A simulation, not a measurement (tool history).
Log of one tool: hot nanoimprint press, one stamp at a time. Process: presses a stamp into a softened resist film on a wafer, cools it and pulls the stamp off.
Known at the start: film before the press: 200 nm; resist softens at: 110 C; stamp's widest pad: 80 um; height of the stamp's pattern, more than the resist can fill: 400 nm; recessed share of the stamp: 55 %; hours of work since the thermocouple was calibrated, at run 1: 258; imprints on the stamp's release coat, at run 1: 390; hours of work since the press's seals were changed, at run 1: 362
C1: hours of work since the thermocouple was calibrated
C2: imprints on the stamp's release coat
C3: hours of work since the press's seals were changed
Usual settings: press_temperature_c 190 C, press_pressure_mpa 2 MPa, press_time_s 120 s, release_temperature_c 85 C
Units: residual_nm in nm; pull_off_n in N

run 1 hour=0.0 | press_temperature_c=190 press_pressure_mpa=2 press_time_s=120 release_temperature_c=85 | C1=258 C2=390 C3=362 | residual_nm=119.2 pull_off_n=224
run 2 hour=14.8 | press_temperature_c=190 press_pressure_mpa=2 press_time_s=120 release_temperature_c=85 | C1=268 C2=445 C3=371 | residual_nm=119.4 pull_off_n=217
run 3 hour=29.1 | press_temperature_c=190 press_pressure_mpa=2 press_time_s=120 release_temperature_c=82 | C1=277 C2=497 C3=380 | residual_nm=120.2 pull_off_n=243
run 4 hour=53.8 | press_temperature_c=190 press_pressure_mpa=2 press_time_s=120 release_temperature_c=82 | C1=293 C2=589 C3=396 | residual_nm=121.0 pull_off_n=246
run 5 hour=81.6 | press_temperature_c=198 press_pressure_mpa=2 press_time_s=120 release_temperature_c=82 | C1=311 C2=692 C3=414 | residual_nm=91.3 pull_off_n=261
run 6 hour=113.1 | press_temperature_c=196 press_pressure_mpa=2 press_time_s=120 release_temperature_c=82 | C1=331 C2=809 C3=434 | residual_nm=99.0 pull_off_n=256
run 7 hour=127.9 | press_temperature_c=196 press_pressure_mpa=2 press_time_s=120 release_temperature_c=82 | C1=340 C2=863 C3=444 | residual_nm=99.6 pull_off_n=262
-- hour=160.3 plate thermocouple calibrated
run 8 hour=160.3 | press_temperature_c=196 press_pressure_mpa=2 press_time_s=120 release_temperature_c=82 | C1=0 C2=972 C3=463 | residual_nm=94.9 pull_off_n=263
-- hour=173.5 stamp cleaned and given a new release coat
run 9 hour=183.1 | press_temperature_c=190 press_pressure_mpa=2 press_time_s=120 release_temperature_c=85 | C1=11 C2=36 C3=474 | residual_nm=116.7 pull_off_n=201
run 10 hour=206.7 | press_temperature_c=190 press_pressure_mpa=2 press_time_s=120 release_temperature_c=85 | C1=26 C2=123 C3=489 | residual_nm=116.1 pull_off_n=207

Run 11 comes next. What will it give?
run 11 hour=237.8 | press_temperature_c=190 press_pressure_mpa=2 press_time_s=120 release_temperature_c=85 | C1=46 C2=238 C3=509 | residual_nm=? pull_off_n=?

residual_nm: 116.4 nm
pull_off_n: 213 N
Without the tool's hidden state the same run would have given residual_nm 113.8 nm, pull_off_n 202 N.
